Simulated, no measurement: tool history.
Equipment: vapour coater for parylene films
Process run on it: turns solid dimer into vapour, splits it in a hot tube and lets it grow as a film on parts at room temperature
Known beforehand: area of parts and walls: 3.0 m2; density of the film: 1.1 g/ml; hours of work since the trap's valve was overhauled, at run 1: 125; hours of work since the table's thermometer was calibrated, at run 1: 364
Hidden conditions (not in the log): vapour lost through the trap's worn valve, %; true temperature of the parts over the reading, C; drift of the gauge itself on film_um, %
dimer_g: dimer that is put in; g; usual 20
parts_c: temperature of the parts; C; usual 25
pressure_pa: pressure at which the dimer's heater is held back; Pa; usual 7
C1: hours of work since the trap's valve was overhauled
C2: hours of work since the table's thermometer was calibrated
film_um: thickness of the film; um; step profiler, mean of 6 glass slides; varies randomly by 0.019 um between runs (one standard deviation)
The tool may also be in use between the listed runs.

Run 1, day 0: usual settings; C1 125; C2 364. Result: film_um 4.16 um.
Run 2, day 0.521: usual settings; C1 131; C2 371. Result: film_um 4.12 um.
Run 3, day 1.304: usual settings; C1 141; C2 380. Result: film_um 4.14 um.
Run 4, day 1.762: usual settings; C1 147; C2 386. Result: film_um 4.14 um.
Run 5, day 2.15: usual settings; C1 152; C2 391. Result: film_um 4.12 um.
Run 6, day 2.533: usual settings; C1 157; C2 396. Result: film_um 4.14 um.
Run 7, day 3.15: usual settings; C1 164; C2 404. Result: film_um 4.13 um.
Run 8, day 3.475: usual settings; C1 168; C2 408. Result: film_um 4.16 um.
Run 9, day 3.908: usual settings but parts_c 27 C; C1 174; C2 413. Result: film_um 3.91 um.
Run 10, day 4.45: usual settings but parts_c 17 C, pressure_pa 5.71 Pa; C1 181; C2 420. Result: film_um 5.51 um.
Run 11, day 5.075: usual settings but dimer_g 18 g, parts_c 34 C, pressure_pa 9.58 Pa; C1 188; C2 428. Result: film_um 2.65 um.
Run 12, day 5.75: usual settings but dimer_g 18 g, parts_c 21 C, pressure_pa 8.07 Pa; C1 197; C2 436. Result: film_um 4.07 um.
Run 13, day 6.508: usual settings but dimer_g 10 g, parts_c 28 C, pressure_pa 10.4 Pa; C1 206; C2 446. Result: film_um 1.71 um.
Run 14, day 7.096: usual settings but dimer_g 10 g, parts_c 28 C, pressure_pa 10.4 Pa; C1 214; C2 453. Result: film_um 1.73 um.
Run 15, day 7.829: usual settings but dimer_g 10 g, parts_c 23 C, pressure_pa 3.92 Pa; C1 223; C2 462. Result: film_um 2.52 um.
Run 16, day 8.504: usual settings but dimer_g 10 g, parts_c 23 C, pressure_pa 3.92 Pa; C1 231; C2 471. Result: film_um 2.52 um.
Run 17, day 9.054: usual settings but dimer_g 29 g, parts_c 22 C, pressure_pa 11.61 Pa; C1 238; C2 477. Result: film_um 5.84 um.
Run 18, day 9.575: usual settings but dimer_g 29 g, parts_c 22 C, pressure_pa 11.61 Pa; C1 245; C2 484. Result: film_um 5.8 um.

Branching from run 18: 3 alternative next runs. What would each branch give?
Run A, day 10.262: usual settings but dimer_g 8 g, parts_c 18 C, pressure_pa 11.61 Pa; C1 253; C2 493. Result: film_um ?.
Run B, day 10.262: usual settings but dimer_g 29 g, parts_c 22 C, pressure_pa 11.95 Pa; C1 253; C2 493. Result: film_um ?.
Run C, day 10.262: usual settings but parts_c 17 C, pressure_pa 6.85 Pa; C1 253; C2 493. Result: film_um ?.

run  film_um
  A      1.8
  B     5.78
  C     5.27
With no hidden state in the tool, these same runs would have given:
run  film_um
  A     1.81
  B     5.79
  C     5.28
